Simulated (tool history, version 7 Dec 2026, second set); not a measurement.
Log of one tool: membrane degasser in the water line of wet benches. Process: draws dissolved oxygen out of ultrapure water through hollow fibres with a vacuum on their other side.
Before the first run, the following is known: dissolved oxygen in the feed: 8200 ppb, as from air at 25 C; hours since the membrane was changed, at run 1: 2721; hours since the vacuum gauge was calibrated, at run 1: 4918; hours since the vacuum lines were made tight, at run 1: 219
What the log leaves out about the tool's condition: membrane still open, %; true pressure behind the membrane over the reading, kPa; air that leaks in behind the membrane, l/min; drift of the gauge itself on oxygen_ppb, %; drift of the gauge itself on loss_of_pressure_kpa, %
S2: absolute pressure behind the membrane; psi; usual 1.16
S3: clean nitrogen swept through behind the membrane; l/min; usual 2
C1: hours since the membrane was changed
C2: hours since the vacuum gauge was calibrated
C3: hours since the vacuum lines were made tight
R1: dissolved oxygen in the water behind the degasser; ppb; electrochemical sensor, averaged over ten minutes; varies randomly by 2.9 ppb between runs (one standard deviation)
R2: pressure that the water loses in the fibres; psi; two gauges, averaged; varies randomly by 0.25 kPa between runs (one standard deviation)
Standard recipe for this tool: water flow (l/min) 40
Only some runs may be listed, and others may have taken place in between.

{"run": 1, "hour": 0.0, "water flow (l/min)": 40, "S2": 1.16, "S3": 2, "C1": 2721, "C2": 4918, "C3": 219, "R1": 341.8, "R2": 9.758}
{"run": 2, "hour": 60.4, "water flow (l/min)": 40, "S2": 1.16, "S3": 2, "C1": 2782, "C2": 4979, "C3": 280, "R1": 340.3, "R2": 9.706}
{"run": 3, "hour": 143.5, "water flow (l/min)": 40, "S2": 1.16, "S3": 2, "C1": 2865, "C2": 5062, "C3": 363, "R1": 345.4, "R2": 9.716}
{"run": 4, "hour": 188.4, "water flow (l/min)": 40, "S2": 1.16, "S3": 2, "C1": 2910, "C2": 5107, "C3": 408, "R1": 346.6, "R2": 9.789}
{"run": 5, "hour": 261.2, "water flow (l/min)": 40, "S2": 1.16, "S3": 2, "C1": 2982, "C2": 5179, "C3": 481, "R1": 341.5, "R2": 9.799}
{"run": 6, "hour": 317.4, "water flow (l/min)": 40, "S2": 0.891, "S3": 2, "C1": 3039, "C2": 5236, "C3": 537, "R1": 267.1, "R2": 9.812}
{"run": 7, "hour": 369.9, "water flow (l/min)": 38, "S2": 1.16, "S3": 2, "C1": 3091, "C2": 5288, "C3": 589, "R1": 321.6, "R2": 9.248}
{"run": 8, "hour": 458.6, "water flow (l/min)": 40, "S2": 1.16, "S3": 5.33, "C1": 3180, "C2": 5377, "C3": 678, "R1": 221.2, "R2": 9.851}
{"run": 9, "hour": 519.0, "water flow (l/min)": 40, "S2": 1.16, "S3": 5.33, "C1": 3240, "C2": 5437, "C3": 738, "R1": 217.5, "R2": 9.865}
{"run": 10, "hour": 596.4, "water flow (l/min)": 40, "S2": 1.16, "S3": 2, "C1": 3318, "C2": 5515, "C3": 816, "R1": 348.8, "R2": 9.742}
{"run": 11, "hour": 676.9, "water flow (l/min)": 40, "S2": 1.16, "S3": 2, "C1": 3398, "C2": 5595, "C3": 896, "R1": 355.5, "R2": 9.836}
{"run": 12, "hour": 761.3, "water flow (l/min)": 40, "S2": 1.16, "S3": 2, "C1": 3482, "C2": 5680, "C3": 981, "R1": 352.9, "R2": 9.742}
{"run": 13, "hour": 812.1, "water flow (l/min)": 40, "S2": 1.16, "S3": 2, "C1": 3533, "C2": 5730, "C3": 1032, "R1": 352.6, "R2": 9.751}
{"run": 14, "hour": 891.5, "water flow (l/min)": 40, "S2": 1.16, "S3": 2, "C1": 3613, "C2": 5810, "C3": 1111, "R1": 356.2, "R2": 9.796}
{"run": 15, "hour": 962.3, "water flow (l/min)": 40, "S2": 1.16, "S3": 2, "C1": 3684, "C2": 5881, "C3": 1182, "R1": 356.3, "R2": 9.897}
{"hour": 1000.1, "done": "vacuum gauge calibrated"}
{"run": 16, "hour": 1005.4, "water flow (l/min)": 40, "S2": 1.16, "S3": 2, "C1": 3726, "C2": 5, "C3": 1224, "R1": 347.1, "R2": 9.865}
{"run": 17, "hour": 1073.6, "water flow (l/min)": 45, "S2": 2.087, "S3": 2, "C1": 3794, "C2": 73, "C3": 1293, "R1": 700.5, "R2": 11.184}
{"run": 18, "hour": 1132.2, "water flow (l/min)": 45, "S2": 2.087, "S3": 2, "C1": 3853, "C2": 132, "C3": 1351, "R1": 703.9, "R2": 11.068}
{"run": 19, "hour": 1197.3, "water flow (l/min)": 45, "S2": 2.087, "S3": 2, "C1": 3918, "C2": 197, "C3": 1416, "R1": 702.9, "R2": 11.042}
{"run": 20, "hour": 1284.7, "water flow (l/min)": 45, "S2": 2.087, "S3": 2, "C1": 4005, "C2": 285, "C3": 1504, "R1": 700.2, "R2": 11.119}
{"run": 21, "hour": 1371.6, "water flow (l/min)": 37, "S2": 1.508, "S3": 5.01, "C1": 4092, "C2": 372, "C3": 1591, "R1": 230.4, "R2": 9.182}
{"run": 22, "hour": 1455.8, "water flow (l/min)": 59, "S2": 1.04, "S3": 3.86, "C1": 4177, "C2": 456, "C3": 1675, "R1": 523.1, "R2": 14.634}
{"run": 23, "hour": 1516.7, "water flow (l/min)": 59, "S2": 1.04, "S3": 3.86, "C1": 4237, "C2": 517, "C3": 1736, "R1": 528.8, "R2": 14.604}
{"run": 24, "hour": 1619.0, "water flow (l/min)": 40, "S2": 1.16, "S3": 4.86, "C1": 4340, "C2": 619, "C3": 1838, "R1": 233.9, "R2": 9.938}
{"run": 25, "hour": 1707.4, "water flow (l/min)": 34, "S2": 2.26, "S3": 3.13, "C1": 4428, "C2": 707, "C3": 1926, "R1": 383.6, "R2": 8.419}
{"run": 26, "hour": 1799.8, "water flow (l/min)": 44, "S2": 2.26, "S3": 3.22, "C1": 4521, "C2": 800, "C3": 2019, "R1": 555.7, "R2": 10.987}
{"run": 27, "hour": 1861.0, "water flow (l/min)": 26, "S2": 2.499, "S3": 2.38, "C1": 4582, "C2": 861, "C3": 2080, "R1": 375.3, "R2": 6.483}
{"run": 28, "hour": 1909.9, "water flow (l/min)": 34, "S2": 1.562, "S3": 3.85, "C1": 4631, "C2": 910, "C3": 2129, "R1": 240.9, "R2": 8.46}
{"run": 29, "hour": 1962.1, "water flow (l/min)": 40, "S2": 1.176, "S3": 2, "C1": 4683, "C2": 962, "C3": 2181, "R1": 353.5, "R2": 9.967}
{"run": 30, "hour": 2050.9, "water flow (l/min)": 38, "S2": 0.906, "S3": 2, "C1": 4772, "C2": 1051, "C3": 2270, "R1": 255.6, "R2": 9.497}
{"run": 31, "hour": 2104.1, "water flow (l/min)": 38, "S2": 2.57, "S3": 1.28, "C1": 4825, "C2": 1104, "C3": 2323, "R1": 932.8, "R2": 9.413}
{"run": 32, "hour": 2169.6, "water flow (l/min)": 54, "S2": 1.16, "S3": 5.55, "C1": 4890, "C2": 1169, "C3": 2389, "R1": 438.9, "R2": 13.545}

Some steps in R1 between neighbouring runs. How much of each would the tool show without its hidden state too (settings, what came in, random variation), and how much is left for the hidden state, with any gauge scatter that isn't in both results?
Run 20 -> 21: water flow (l/min) 45 -> 37, S2 2.087 -> 1.508, S3 2 -> 5.01. R1 -469.8 ppb: hidden state -11.7, all else -458.1.
Run 21 -> 22: water flow (l/min) 37 -> 59, S2 1.508 -> 1.04, S3 5.01 -> 3.86. R1 +292.7 ppb: hidden state +38, all else +254.7.
Run 23 -> 24: water flow (l/min) 59 -> 40, S2 1.04 -> 1.16, S3 3.86 -> 4.86. R1 -294.9 ppb: hidden state -32.2, all else -262.7.
Run 30 -> 31: S2 0.906 -> 2.57, S3 2 -> 1.28. R1 +677.2 ppb: hidden state -1.7, all else +678.9.
Run 31 -> 32: water flow (l/min) 38 -> 54, S2 2.57 -> 1.16, S3 1.28 -> 5.55. R1 -493.9 ppb: hidden state +32.2, all else -526.1.
